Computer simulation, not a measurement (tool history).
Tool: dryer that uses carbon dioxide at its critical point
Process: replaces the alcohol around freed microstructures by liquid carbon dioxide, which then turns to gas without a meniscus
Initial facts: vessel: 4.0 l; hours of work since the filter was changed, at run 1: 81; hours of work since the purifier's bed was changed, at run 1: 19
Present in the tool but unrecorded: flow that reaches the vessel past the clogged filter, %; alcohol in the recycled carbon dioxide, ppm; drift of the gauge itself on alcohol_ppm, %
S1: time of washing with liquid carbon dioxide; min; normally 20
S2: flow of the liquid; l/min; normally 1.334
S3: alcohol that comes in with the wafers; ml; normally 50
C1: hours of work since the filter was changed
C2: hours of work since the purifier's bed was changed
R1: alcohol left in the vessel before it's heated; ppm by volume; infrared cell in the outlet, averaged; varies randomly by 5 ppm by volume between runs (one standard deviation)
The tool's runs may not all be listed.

run 1 hour=0 | S1=20 S2=1.334 S3=50 | C1=81 C2=19 | R1=48
run 2 hour=19.5 | S1=20 S2=1.334 S3=50 | C1=96 C2=35 | R1=43
run 3 hour=42.3 | S1=20 S2=1.8 S3=50 | C1=114 C2=53 | R1=20
run 4 hour=64.2 | S1=20 S2=2.26 S3=50 | C1=132 C2=70 | R1=19
run 5 hour=86.7 | S1=20 S2=2.26 S3=50 | C1=150 C2=88 | R1=16
run 6 hour=108.8 | S1=20 S2=2.26 S3=50 | C1=167 C2=106 | R1=27
run 7 hour=123.5 | S1=20 S2=2.26 S3=33 | C1=179 C2=117 | R1=25
run 8 hour=149.9 | S1=20 S2=2.26 S3=33 | C1=200 C2=138 | R1=31
run 9 hour=178.2 | S1=20 S2=1.334 S3=50 | C1=222 C2=161 | R1=69
run 10 hour=206.5 | S1=20 S2=1.334 S3=50 | C1=245 C2=183 | R1=77
run 11 hour=218.6 | S1=20 S2=1.334 S3=50 | C1=254 C2=193 | R1=72
run 12 hour=241 | S1=20 S2=1.334 S3=50 | C1=272 C2=211 | R1=80
run 13 hour=265.6 | S1=20 S2=1.334 S3=50 | C1=292 C2=230 | R1=83
run 14 hour=286.7 | S1=14 S2=1.334 S3=50 | C1=308 C2=247 | R1=282
run 15 hour=304.9 | S1=14 S2=1.334 S3=50 | C1=323 C2=262 | R1=280
run 16 hour=323.5 | S1=14 S2=1.334 S3=34 | C1=338 C2=276 | R1=214
run 17 hour=338.8 | S1=14 S2=1.334 S3=34 | C1=350 C2=288 | R1=213
run 18 hour=355.2 | S1=14 S2=1.334 S3=34 | C1=363 C2=301 | R1=227
run 19 hour=376 | S1=14 S2=1.334 S3=34 | C1=379 C2=318 | R1=228
run 20 hour=391.9 | S1=14 S2=1.334 S3=34 | C1=392 C2=331 | R1=227
run 21 hour=415.6 | S1=14 S2=1.334 S3=102 | C1=411 C2=349 | R1=570
run 22 hour=427.9 | S1=23 S2=1.32 S3=102 | C1=421 C2=359 | R1=118
run 23 hour=449 | S1=23 S2=1.32 S3=102 | C1=437 C2=376 | R1=126
run 24 hour=464.4 | S1=23 S2=1.32 S3=102 | C1=450 C2=388 | R1=115
run 25 hour=485.5 | S1=20 S2=1.334 S3=96 | C1=466 C2=405 | R1=183
-- hour=490.9 inlet filter changed
run 26 hour=514.1 | S1=20 S2=1.334 S3=96 | C1=18 C2=427 | R1=142
run 27 hour=526.2 | S1=20 S2=1.334 S3=96 | C1=28 C2=436 | R1=143
run 28 hour=552.6 | S1=20 S2=1.334 S3=96 | C1=49 C2=457 | R1=142
run 29 hour=571.7 | S1=20 S2=1.14 S3=50 | C1=64 C2=473 | R1=166
run 30 hour=593.4 | S1=22 S2=1.48 S3=97 | C1=81 C2=490 | R1=114
run 31 hour=618.5 | S1=22 S2=1.48 S3=32 | C1=101 C2=510 | R1=101
run 32 hour=635.5 | S1=22 S2=1.48 S3=32 | C1=115 C2=523 | R1=111
run 33 hour=651.9 | S1=23 S2=1.334 S3=119 | C1=128 C2=536 | R1=134
run 34 hour=664 | S1=31 S2=1.38 S3=65 | C1=138 C2=546 | R1=112
run 35 hour=689.6 | S1=31 S2=1.38 S3=65 | C1=158 C2=566 | R1=110
run 36 hour=710.8 | S1=31 S2=1.38 S3=65 | C1=175 C2=583 | R1=110
run 37 hour=723.8 | S1=31 S2=1.38 S3=65 | C1=185 C2=593 | R1=122
run 38 hour=746.2 | S1=31 S2=1.38 S3=65 | C1=203 C2=611 | R1=120
run 39 hour=763.5 | S1=31 S2=1.38 S3=65 | C1=217 C2=625 | R1=134

Below are 4 alternative next runs, each starting from the tool's condition after run 39. Predict each:
run A hour=791.5 | S1=20 S2=1.24 S3=50 | C1=239 C2=647 | R1=?
run B hour=791.5 | S1=28 S2=1.334 S3=50 | C1=239 C2=647 | R1=?
run C hour=791.5 | S1=26 S2=1.34 S3=35 | C1=239 C2=647 | R1=?
run D hour=791.5 | S1=18 S2=1.334 S3=61 | C1=239 C2=647 | R1=?

run=A R1=186
run=B R1=123
run=C R1=135
run=D R1=204
Take away the tool's hidden state, keep each run's random variation, and the runs would have read:
run=A R1=47
run=B R1=0
run=C R1=9
run=D R1=66
